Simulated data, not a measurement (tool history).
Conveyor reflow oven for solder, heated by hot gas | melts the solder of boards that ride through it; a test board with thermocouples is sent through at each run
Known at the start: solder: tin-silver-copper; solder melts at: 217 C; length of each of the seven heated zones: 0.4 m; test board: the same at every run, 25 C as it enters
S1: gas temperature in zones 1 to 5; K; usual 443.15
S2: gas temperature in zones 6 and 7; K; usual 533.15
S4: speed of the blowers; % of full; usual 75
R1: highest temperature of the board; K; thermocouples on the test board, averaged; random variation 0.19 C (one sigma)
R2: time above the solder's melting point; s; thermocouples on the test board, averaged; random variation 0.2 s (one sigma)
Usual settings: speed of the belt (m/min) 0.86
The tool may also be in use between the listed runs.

Run 1, hour 0: usual settings. Result: R1 518.75 K, R2 36.7 s.
Run 2, hour 7.4: usual settings. Result: R1 519.05 K, R2 36.9 s.
Run 3, hour 23.2: usual settings but S4 55 % of full. Result: R1 515.35 K, R2 33.3 s.
Run 4, hour 33.5: usual settings but S4 58 % of full. Result: R1 515.95 K, R2 34.4 s.
Run 5, hour 49.4: usual settings but S4 58 % of full. Result: R1 515.65 K, R2 33.7 s.
Run 6, hour 65.9: usual settings but S4 58 % of full. Result: R1 515.75 K, R2 33.5 s.
Run 7, hour 79: usual settings but S1 447.15 K. Result: R1 519.65 K, R2 38.4 s.
Run 8, hour 86.8: usual settings but S1 447.15 K. Result: R1 519.55 K, R2 38.4 s.
Run 9, hour 102.2: usual settings but S4 67 % of full. Result: R1 517.55 K, R2 35.4 s.
At hour 107.2: belt drive overhauled, speed set with a stopwatch.
Run 10, hour 114.1: usual settings but S4 67 % of full. Result: R1 517.55 K, R2 35.7 s.
At hour 125.4: thermocouples of zones 6 and 7 changed.
At hour 137: belt drive overhauled, speed set with a stopwatch, once more.
Run 11, hour 137: usual settings but S4 78 % of full. Result: R1 514.95 K, R2 33.5 s.
Run 12, hour 147.1: usual settings but S4 78 % of full. Result: R1 514.75 K, R2 33.7 s.
Run 13, hour 158.2: usual settings. Result: R1 514.95 K, R2 33 s.
Run 14, hour 174.5: usual settings. Result: R1 514.35 K, R2 33 s.
Run 15, hour 190.4: usual settings but S2 544.15 K. Result: R1 523.55 K, R2 38.9 s.
Run 16, hour 199.5: usual settings but speed of the belt (m/min) 0.899. Result: R1 512.85 K, R2 30.2 s.
Run 17, hour 215.5: usual settings but S1 446.15 K, speed of the belt (m/min) 0.919, S4 90 % of full. Result: R1 514.55 K, R2 31.8 s.
Run 18, hour 231.2: usual settings but S1 455.15 K. Result: R1 516.85 K, R2 38.1 s.
Run 19, hour 240.8: usual settings but S1 440.15 K, S2 537.15 K, S4 79 % of full. Result: R1 517.55 K, R2 34.6 s.
Run 20, hour 247.8: usual settings but S1 440.15 K, S2 537.15 K, S4 79 % of full. Result: R1 517.45 K, R2 34.3 s.
Run 21, hour 259.2: usual settings but S1 440.15 K, S2 537.15 K, S4 79 % of full. Result: R1 517.25 K, R2 34.1 s.
Run 22, hour 271.7: usual settings but S1 440.15 K, S2 537.15 K, S4 79 % of full. Result: R1 517.35 K, R2 34.4 s.

Forecast run 23:
Run 23, hour 278.9: usual settings but S1 440.15 K, S2 537.15 K, S4 79 % of full. Result: R1 ?, R2 ?.

R1: 517.25 K
R2: 34.5 s
Without the tool's hidden state the same run would have given R1 521.05 K, R2 38 s.

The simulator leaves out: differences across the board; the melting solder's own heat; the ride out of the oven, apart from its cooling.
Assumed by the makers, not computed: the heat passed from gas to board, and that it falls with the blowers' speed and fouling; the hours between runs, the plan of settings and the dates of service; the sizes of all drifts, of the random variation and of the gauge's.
